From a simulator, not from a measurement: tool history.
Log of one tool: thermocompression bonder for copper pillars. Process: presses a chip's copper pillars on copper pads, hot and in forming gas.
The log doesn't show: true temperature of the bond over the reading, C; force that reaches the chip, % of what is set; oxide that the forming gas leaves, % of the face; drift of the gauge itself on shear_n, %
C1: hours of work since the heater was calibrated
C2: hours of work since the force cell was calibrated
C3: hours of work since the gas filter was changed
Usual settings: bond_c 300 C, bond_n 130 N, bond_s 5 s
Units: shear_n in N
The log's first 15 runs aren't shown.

Run 16, hour 282.9: usual settings but bond_n 146 N; C1 474; C2 665; C3 136. Result: shear_n 89.9 N.
Run 17, hour 295.7: usual settings but bond_n 146 N; C1 481; C2 672; C3 144. Result: shear_n 90.0 N.
Run 18, hour 307.8: usual settings but bond_n 146 N; C1 488; C2 679; C3 151. Result: shear_n 91.2 N.
Run 19, hour 319.2: usual settings but bond_s 10 s; C1 495; C2 686; C3 157. Result: shear_n 100.1 N.
Run 20, hour 342.8: usual settings but bond_s 10 s; C1 509; C2 699; C3 171. Result: shear_n 98.0 N.
Run 21, hour 357.8: usual settings but bond_c 327 C, bond_n 116 N, bond_s 3 s; C1 517; C2 708; C3 179. Result: shear_n 79.3 N.
Run 22, hour 372.7: usual settings but bond_c 319 C, bond_n 119 N, bond_s 7 s; C1 526; C2 716; C3 188. Result: shear_n 96.3 N.
Run 23, hour 384.1: usual settings but bond_c 319 C, bond_n 119 N, bond_s 7 s; C1 532; C2 723; C3 195. Result: shear_n 96.2 N.
Run 24, hour 398.5: usual settings but bond_c 319 C, bond_n 132 N, bond_s 4 s; C1 541; C2 731; C3 203. Result: shear_n 87.5 N.
Run 25, hour 413.4: usual settings but bond_n 135 N, bond_s 13 s; C1 549; C2 740; C3 211. Result: shear_n 105.0 N.
Run 26, hour 433.5: usual settings but bond_n 135 N, bond_s 13 s; C1 561; C2 751; C3 223. Result: shear_n 104.3 N.
At hour 439.8: forming gas filter changed.
Run 27, hour 456.9: usual settings but bond_n 137 N; C1 574; C2 764; C3 10. Result: shear_n 90.5 N.
Run 28, hour 477.7: usual settings but bond_c 325 C, bond_n 86 N, bond_s 6 s; C1 586; C2 776; C3 22. Result: shear_n 81.3 N.
Run 29, hour 492.1: usual settings but bond_c 292 C, bond_n 162 N, bond_s 4 s; C1 594; C2 785; C3 30. Result: shear_n 88.6 N.
Run 30, hour 513.1: usual settings but bond_c 292 C, bond_n 162 N, bond_s 4 s; C1 606; C2 797; C3 42. Result: shear_n 90.4 N.
Run 31, hour 534.8: usual settings but bond_c 271 C, bond_n 188 N, bond_s 4 s; C1 619; C2 809; C3 55. Result: shear_n 86.5 N.
Run 32, hour 557.0: usual settings but bond_c 278 C, bond_n 100 N, bond_s 7 s; C1 631; C2 822; C3 67. Result: shear_n 68.2 N.
Run 33, hour 573.2: usual settings but bond_c 278 C, bond_n 100 N, bond_s 7 s; C1 641; C2 831; C3 77. Result: shear_n 69.2 N.
At hour 595.4: force cell calibrated.
Run 34, hour 597.7: usual settings but bond_c 291 C, bond_n 103 N; C1 654; C2 1; C3 90. Result: shear_n 64.8 N.
Run 35, hour 615.5: usual settings but bond_c 297 C, bond_n 182 N, bond_s 4 s; C1 664; C2 12; C3 100. Result: shear_n 93.4 N.
Run 36, hour 636.5: usual settings but bond_c 283 C; C1 676; C2 24; C3 112. Result: shear_n 72.6 N.
Run 37, hour 653.2: usual settings but bond_c 309 C, bond_s 13 s; C1 686; C2 33; C3 122. Result: shear_n 105.1 N.
Run 38, hour 667.8: usual settings but bond_c 309 C, bond_s 13 s; C1 694; C2 42; C3 130. Result: shear_n 105.2 N.
Run 39, hour 684.1: usual settings but bond_c 282 C, bond_n 97 N; C1 704; C2 51; C3 140. Result: shear_n 56.7 N.

4 ways to go on from here, each from the tool as it stands after run 39. What would each give?
Run A, hour 701.4: usual settings but bond_c 282 C, bond_n 97 N, bond_s 6 s; C1 714; C2 61; C3 150. Result: shear_n ?.
Run B, hour 701.4: usual settings but bond_c 294 C, bond_n 119 N, bond_s 9 s; C1 714; C2 61; C3 150. Result: shear_n ?.
Run C, hour 701.4: usual settings but bond_c 306 C, bond_n 155 N; C1 714; C2 61; C3 150. Result: shear_n ?.
Run D, hour 701.4: usual settings but bond_c 306 C, bond_n 100 N, bond_s 12 s; C1 714; C2 61; C3 150. Result: shear_n ?.

run  shear_n
  A     60.7
  B     86.3
  C     93.5
  D     92.8
Without the tool's hidden state the same runs would have given:
run  shear_n
  A     56.5
  B     82.5
  C     90.3
  D     89.2

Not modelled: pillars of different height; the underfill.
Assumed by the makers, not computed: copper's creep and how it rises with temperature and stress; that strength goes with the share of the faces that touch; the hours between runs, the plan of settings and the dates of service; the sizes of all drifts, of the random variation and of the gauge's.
